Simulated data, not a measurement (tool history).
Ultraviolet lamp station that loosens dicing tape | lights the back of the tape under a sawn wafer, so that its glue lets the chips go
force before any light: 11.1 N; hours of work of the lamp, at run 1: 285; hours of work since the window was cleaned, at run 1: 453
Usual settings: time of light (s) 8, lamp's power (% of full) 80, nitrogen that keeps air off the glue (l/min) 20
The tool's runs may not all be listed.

run	day	time of light (s)	lamp's power (% of full)	nitrogen that keeps air off the glue (l/min)	hours of work of the lamp	hours of work since the window was cleaned	force that peels the tape off (N)	light that reached the tape (mJ/cm2)
1	0	8	80	20	285	453	1.248	457
# day 0.479: window cleaned of glue's vapour
2	0.838	5	80	20	297	5	2.768	283
3	1.6	5	80	20	309	17	2.729	287
4	2.175	5	80	20	317	25	2.693	287
5	3.133	5	80	20	331	39	2.68	283
6	3.738	11	80	20	340	48	0.583	620
7	4.233	11	80	20	348	55	0.597	623
8	4.904	11	80	20	357	65	0.587	624
9	5.779	11	80	20	370	78	0.603	623
10	6.767	11	80	20	385	93	0.592	622
11	7.292	8	65	20	393	101	1.877	371
12	8.171	8	80	20	406	114	1.224	452
13	8.812	8	80	20	415	123	1.231	452
14	9.854	8	80	20	431	139	1.216	448
15	10.458	8	80	20	439	147	1.262	458
16	11.396	8	80	20	453	161	1.244	448
17	12.317	8	80	20	467	175	1.246	453
18	13.254	8	80	20	481	189	1.277	453
19	14.108	8	71	20	493	201	1.599	399
20	14.583	8	71	20	500	208	1.582	399
21	15.358	6	62	17	512	220	3.298	264
22	16.254	12	77	9	525	233	1.008	654
23	17.296	4	87	9	541	248	4.304	243
24	18.062	9	83	11	552	260	1.357	526
25	18.538	15	80	16	559	267	0.318	849
26	19.042	15	80	16	566	274	0.32	840
27	19.5	13	81	20	573	281	0.376	743
28	20.508	13	80	38	588	296	0.253	728
29	21.05	5	67	20	596	304	3.544	233
30	21.833	5	94	16	608	316	2.402	332
31	22.712	12	85	20	621	328	0.412	714
# day 23.062: lamp changed
32	23.758	8	96	15	10	343	1.047	545
33	24.458	8	96	15	21	354	1.013	542
34	24.921	8	96	15	27	361	1.023	548
35	25.692	9	70	7	39	372	2.432	447
36	26.367	9	70	7	49	382	2.385	450
37	27.129	9	70	7	60	393	2.437	444

Some steps in light that reached the tape (mJ/cm2) between neighbouring runs. How much of each would the tool show without its hidden state too (settings, what came in, random variation), and how much is left for the hidden state, with any gauge scatter that isn't in both results?
The hidden state here: lamp's light, % of a new lamp's; light that the window lets through, % of a clean one's; drift of the gauge itself on peel_n, %; drift of the gauge itself on dose_mj_cm2, %.
Run 21 -> 22: time of light (s) 6 -> 12, lamp's power (% of full) 62 -> 77, nitrogen that keeps air off the glue (l/min) 17 -> 9. light that reached the tape (mJ/cm2) +390: hidden state -2, all else +392.
Run 22 -> 23: time of light (s) 12 -> 4, lamp's power (% of full) 77 -> 87. light that reached the tape (mJ/cm2) -411: hidden state +2, all else -413.
Run 23 -> 24: time of light (s) 4 -> 9, lamp's power (% of full) 87 -> 83, nitrogen that keeps air off the glue (l/min) 9 -> 11. light that reached the tape (mJ/cm2) +283: hidden state -2, all else +285.
Run 28 -> 29: time of light (s) 13 -> 5, lamp's power (% of full) 80 -> 67, nitrogen that keeps air off the glue (l/min) 38 -> 20. light that reached the tape (mJ/cm2) -495: hidden state +2, all else -497.
